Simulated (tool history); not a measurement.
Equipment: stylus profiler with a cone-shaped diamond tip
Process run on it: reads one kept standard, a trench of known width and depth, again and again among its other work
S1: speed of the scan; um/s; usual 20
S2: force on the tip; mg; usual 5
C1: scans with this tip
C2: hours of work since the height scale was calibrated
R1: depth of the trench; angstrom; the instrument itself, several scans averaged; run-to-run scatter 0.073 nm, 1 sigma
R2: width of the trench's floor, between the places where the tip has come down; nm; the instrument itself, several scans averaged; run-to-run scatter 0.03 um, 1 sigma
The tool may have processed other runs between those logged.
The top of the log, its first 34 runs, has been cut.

{"run": 35, "hour": 641.2, "S1": 10, "S2": 3.67, "C1": 6837, "C2": 777, "R1": 2040.7, "R2": 17600}
{"run": 36, "hour": 660.2, "S1": 27, "S2": 3.67, "C1": 6924, "C2": 787, "R1": 2041.8, "R2": 17520}
{"run": 37, "hour": 680.1, "S1": 15, "S2": 11.86, "C1": 7014, "C2": 798, "R1": 2078.1, "R2": 17630}
{"run": 38, "hour": 694.2, "S1": 15, "S2": 11.28, "C1": 7078, "C2": 805, "R1": 2076, "R2": 17600}
{"run": 39, "hour": 709.1, "S1": 15, "S2": 11.28, "C1": 7146, "C2": 813, "R1": 2076.3, "R2": 17590}
{"run": 40, "hour": 719.7, "S1": 16, "S2": 2.72, "C1": 7195, "C2": 818, "R1": 2034.8, "R2": 17570}
{"run": 41, "hour": 732.7, "S1": 9, "S2": 1.91, "C1": 7254, "C2": 825, "R1": 2030.1, "R2": 17570}
{"run": 42, "hour": 750.5, "S1": 16, "S2": 1.83, "C1": 7335, "C2": 834, "R1": 2030.9, "R2": 17590}
{"run": 43, "hour": 766.7, "S1": 16, "S2": 1.83, "C1": 7409, "C2": 842, "R1": 2029.6, "R2": 17480}
{"run": 44, "hour": 778.4, "S1": 16, "S2": 1.83, "C1": 7461, "C2": 848, "R1": 2030.5, "R2": 17530}

Each row is a separate what-if for the run after 44, all from the same tool condition, not one after another. Results?
{"run": "A", "hour": 793.6, "S1": 20, "S2": 2.74, "C1": 7531, "C2": 856, "R1": "?", "R2": "?"}
{"run": "B", "hour": 793.6, "S1": 16, "S2": 5, "C1": 7531, "C2": 856, "R1": "?", "R2": "?"}
{"run": "C", "hour": 793.6, "S1": 7, "S2": 7.96, "C1": 7531, "C2": 856, "R1": "?", "R2": "?"}
{"run": "D", "hour": 793.6, "S1": 59, "S2": 7.25, "C1": 7531, "C2": 856, "R1": "?", "R2": "?"}

run=A R1=2034.9 R2=17560
run=B R1=2049.2 R2=17580
run=C R1=2063.7 R2=17580
run=D R1=2059.4 R2=17430
Stripped of hidden state, with their random variation kept, the same runs would have yielded:
run=A R1=2024.9 R2=17960
run=B R1=2039.2 R2=17970
run=C R1=2053.6 R2=17970
run=D R1=2049.3 R2=17820
